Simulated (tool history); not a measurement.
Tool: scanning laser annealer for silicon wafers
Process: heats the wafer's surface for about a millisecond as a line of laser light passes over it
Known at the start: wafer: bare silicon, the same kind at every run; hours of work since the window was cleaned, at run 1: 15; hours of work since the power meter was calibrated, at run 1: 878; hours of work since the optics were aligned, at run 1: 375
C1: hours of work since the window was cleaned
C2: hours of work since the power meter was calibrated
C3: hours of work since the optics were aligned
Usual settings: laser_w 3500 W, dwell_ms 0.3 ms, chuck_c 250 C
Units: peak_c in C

run 1 hour=0 | laser_w=3500 dwell_ms=0.3 chuck_c=250 | C1=15 C2=878 C3=375 | peak_c=1089
run 2 hour=14.3 | laser_w=3795 dwell_ms=0.3 chuck_c=250 | C1=26 C2=889 C3=386 | peak_c=1172
run 3 hour=39.4 | laser_w=3795 dwell_ms=0.3 chuck_c=250 | C1=45 C2=908 C3=406 | peak_c=1170
run 4 hour=60.6 | laser_w=3500 dwell_ms=0.3 chuck_c=250 | C1=61 C2=924 C3=422 | peak_c=1086
run 5 hour=82.1 | laser_w=3500 dwell_ms=0.3 chuck_c=250 | C1=78 C2=941 C3=438 | peak_c=1087
run 6 hour=110.8 | laser_w=3500 dwell_ms=0.3 chuck_c=250 | C1=100 C2=963 C3=461 | peak_c=1087
run 7 hour=138.6 | laser_w=3519 dwell_ms=0.3 chuck_c=250 | C1=122 C2=985 C3=482 | peak_c=1093
run 8 hour=154.4 | laser_w=3500 dwell_ms=0.3 chuck_c=250 | C1=134 C2=997 C3=494 | peak_c=1086
run 9 hour=182.9 | laser_w=3500 dwell_ms=0.3 chuck_c=250 | C1=156 C2=1019 C3=516 | peak_c=1088
run 10 hour=214.4 | laser_w=3500 dwell_ms=0.334 chuck_c=250 | C1=180 C2=1043 C3=541 | peak_c=1131
run 11 hour=249.5 | laser_w=3500 dwell_ms=0.334 chuck_c=250 | C1=207 C2=1070 C3=568 | peak_c=1131
run 12 hour=270.3 | laser_w=3500 dwell_ms=0.334 chuck_c=250 | C1=223 C2=1086 C3=584 | peak_c=1130
run 13 hour=288.8 | laser_w=3500 dwell_ms=0.361 chuck_c=250 | C1=237 C2=1100 C3=598 | peak_c=1160
run 14 hour=317.3 | laser_w=3500 dwell_ms=0.361 chuck_c=250 | C1=259 C2=1122 C3=620 | peak_c=1164
run 15 hour=342 | laser_w=3500 dwell_ms=0.361 chuck_c=250 | C1=278 C2=1141 C3=639 | peak_c=1166
run 16 hour=372.2 | laser_w=3232 dwell_ms=0.361 chuck_c=250 | C1=302 C2=1165 C3=662 | peak_c=1078
run 17 hour=399.1 | laser_w=3232 dwell_ms=0.361 chuck_c=250 | C1=322 C2=1186 C3=683 | peak_c=1074
run 18 hour=413.2 | laser_w=3232 dwell_ms=0.361 chuck_c=250 | C1=333 C2=1196 C3=694 | peak_c=1076
run 19 hour=444.5 | laser_w=3500 dwell_ms=0.305 chuck_c=250 | C1=358 C2=1221 C3=718 | peak_c=1092
run 20 hour=476.7 | laser_w=3500 dwell_ms=0.305 chuck_c=250 | C1=382 C2=1245 C3=743 | peak_c=1091
run 21 hour=494.1 | laser_w=3139 dwell_ms=0.366 chuck_c=258 | C1=396 C2=1259 C3=756 | peak_c=1062
run 22 hour=526.2 | laser_w=3003 dwell_ms=0.249 chuck_c=258 | C1=421 C2=1284 C3=781 | peak_c=893
run 23 hour=557.9 | laser_w=3500 dwell_ms=0.24 chuck_c=255 | C1=445 C2=1308 C3=805 | peak_c=1006
run 24 hour=574.2 | laser_w=3413 dwell_ms=0.254 chuck_c=225 | C1=458 C2=1321 C3=818 | peak_c=972
-- hour=581.6 window over the wafer cleaned
run 25 hour=604.2 | laser_w=3297 dwell_ms=0.244 chuck_c=276 | C1=17 C2=1342 C3=840 | peak_c=978
run 26 hour=621.6 | laser_w=3500 dwell_ms=0.258 chuck_c=221 | C1=31 C2=1356 C3=853 | peak_c=995
-- hour=635.5 optics aligned, line set to its width
run 27 hour=652.8 | laser_w=3500 dwell_ms=0.258 chuck_c=221 | C1=51 C2=1376 C3=13 | peak_c=1003
run 28 hour=681.1 | laser_w=3500 dwell_ms=0.258 chuck_c=221 | C1=73 C2=1398 C3=35 | peak_c=996
run 29 hour=697.2 | laser_w=3500 dwell_ms=0.258 chuck_c=221 | C1=85 C2=1410 C3=48 | peak_c=1000
run 30 hour=719.2 | laser_w=3342 dwell_ms=0.3 chuck_c=268 | C1=102 C2=1427 C3=65 | peak_c=1058
run 31 hour=735.4 | laser_w=3342 dwell_ms=0.3 chuck_c=240 | C1=115 C2=1440 C3=77 | peak_c=1032
run 32 hour=765.8 | laser_w=3342 dwell_ms=0.3 chuck_c=240 | C1=138 C2=1463 C3=101 | peak_c=1029
run 33 hour=800.6 | laser_w=3444 dwell_ms=0.275 chuck_c=271 | C1=165 C2=1490 C3=127 | peak_c=1058
run 34 hour=829.7 | laser_w=3465 dwell_ms=0.281 chuck_c=226 | C1=188 C2=1512 C3=150 | peak_c=1025
run 35 hour=848.3 | laser_w=3500 dwell_ms=0.334 chuck_c=233 | C1=202 C2=1527 C3=164 | peak_c=1113
run 36 hour=881.7 | laser_w=3500 dwell_ms=0.231 chuck_c=272 | C1=228 C2=1552 C3=190 | peak_c=1012
run 37 hour=898.4 | laser_w=3500 dwell_ms=0.231 chuck_c=287 | C1=241 C2=1565 C3=203 | peak_c=1027
run 38 hour=916.9 | laser_w=3715 dwell_ms=0.3 chuck_c=279 | C1=255 C2=1580 C3=217 | peak_c=1177
run 39 hour=942.3 | laser_w=3500 dwell_ms=0.343 chuck_c=250 | C1=274 C2=1599 C3=237 | peak_c=1139
run 40 hour=977.2 | laser_w=3500 dwell_ms=0.343 chuck_c=250 | C1=301 C2=1626 C3=264 | peak_c=1141

Hidden state at the last listed run before each entry between runs and at the first one after, where it differs:
Between runs 24 and 25: window over the wafer cleaned (hour 581.6)
  light that passes the window, % of a clean one's: 99.9 -> 99.99
Between runs 26 and 27: optics aligned, line set to its width (hour 635.5)
  light that passes the window, % of a clean one's: 99.99 -> 99.98; width of the line over the set one, %: 0.03 -> 0.01
